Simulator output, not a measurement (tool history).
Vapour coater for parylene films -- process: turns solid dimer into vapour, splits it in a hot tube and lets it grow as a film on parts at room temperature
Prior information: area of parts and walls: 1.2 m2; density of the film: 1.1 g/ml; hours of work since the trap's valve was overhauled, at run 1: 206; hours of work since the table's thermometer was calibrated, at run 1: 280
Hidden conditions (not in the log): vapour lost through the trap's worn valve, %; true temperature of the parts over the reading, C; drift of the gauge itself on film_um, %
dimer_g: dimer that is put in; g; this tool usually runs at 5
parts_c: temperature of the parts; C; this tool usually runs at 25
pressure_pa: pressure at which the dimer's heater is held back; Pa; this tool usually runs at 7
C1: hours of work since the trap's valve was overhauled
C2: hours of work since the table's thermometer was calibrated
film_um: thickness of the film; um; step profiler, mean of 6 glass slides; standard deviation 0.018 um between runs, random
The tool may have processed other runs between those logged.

run 1 hour=0 | dimer_g=5 parts_c=25 pressure_pa=7 | C1=206 C2=280 | film_um=2.01
run 2 hour=22.4 | dimer_g=5 parts_c=25 pressure_pa=7 | C1=216 C2=289 | film_um=2.03
run 3 hour=46.7 | dimer_g=5 parts_c=20 pressure_pa=7 | C1=226 C2=300 | film_um=2.3
run 4 hour=68.3 | dimer_g=5 parts_c=20 pressure_pa=7 | C1=236 C2=309 | film_um=2.3
run 5 hour=84.1 | dimer_g=5 parts_c=25 pressure_pa=7 | C1=242 C2=316 | film_um=1.99
run 6 hour=98.4 | dimer_g=5 parts_c=25 pressure_pa=7 | C1=248 C2=322 | film_um=1.97
run 7 hour=111.7 | dimer_g=5 parts_c=25 pressure_pa=7 | C1=254 C2=328 | film_um=1.99
-- hour=127.6 trap's valve overhauled
run 8 hour=130.5 | dimer_g=5 parts_c=25 pressure_pa=7 | C1=1 C2=334 | film_um=2.26
run 9 hour=160.7 | dimer_g=5 parts_c=25 pressure_pa=7 | C1=14 C2=347 | film_um=2.24
run 10 hour=177.9 | dimer_g=5 parts_c=25 pressure_pa=7 | C1=21 C2=354 | film_um=2.26
run 11 hour=207.8 | dimer_g=5 parts_c=25 pressure_pa=7 | C1=34 C2=367 | film_um=2.2
run 12 hour=226.3 | dimer_g=6 parts_c=25 pressure_pa=7 | C1=42 C2=375 | film_um=2.68
run 13 hour=245.5 | dimer_g=2 parts_c=25 pressure_pa=7 | C1=50 C2=383 | film_um=0.88
run 14 hour=266.6 | dimer_g=2 parts_c=25 pressure_pa=7 | C1=59 C2=392 | film_um=0.87
run 15 hour=283 | dimer_g=5 parts_c=19 pressure_pa=6.26 | C1=66 C2=399 | film_um=2.65
run 16 hour=303.5 | dimer_g=5 parts_c=19 pressure_pa=6.26 | C1=75 C2=408 | film_um=2.66
run 17 hour=319 | dimer_g=6 parts_c=30 pressure_pa=10.3 | C1=82 C2=414 | film_um=2.07
run 18 hour=349.6 | dimer_g=5 parts_c=25 pressure_pa=4.64 | C1=95 C2=427 | film_um=2.41
run 19 hour=379.4 | dimer_g=5 parts_c=25 pressure_pa=4.64 | C1=108 C2=440 | film_um=2.36
run 20 hour=396.6 | dimer_g=5 parts_c=25 pressure_pa=4.64 | C1=115 C2=447 | film_um=2.36
run 21 hour=416.4 | dimer_g=3 parts_c=25 pressure_pa=4.64 | C1=123 C2=456 | film_um=1.43
run 22 hour=437.2 | dimer_g=3 parts_c=25 pressure_pa=4.01 | C1=132 C2=465 | film_um=1.47
run 23 hour=462.1 | dimer_g=3 parts_c=25 pressure_pa=4.01 | C1=143 C2=475 | film_um=1.48

What differs in the tool's unlogged condition from the final listed run ahead of each entry between runs to the first listed run following it?
Between runs 7 and 8: trap's valve overhauled (hour 127.6)
  vapour lost through the trap's worn valve, %: 12.8 -> 0.1; true temperature of the parts over the reading, C: -0.36 -> -0.37
  the result without the hidden state subtracted from the measured one, film_um: -0.27 -> +0.02 um
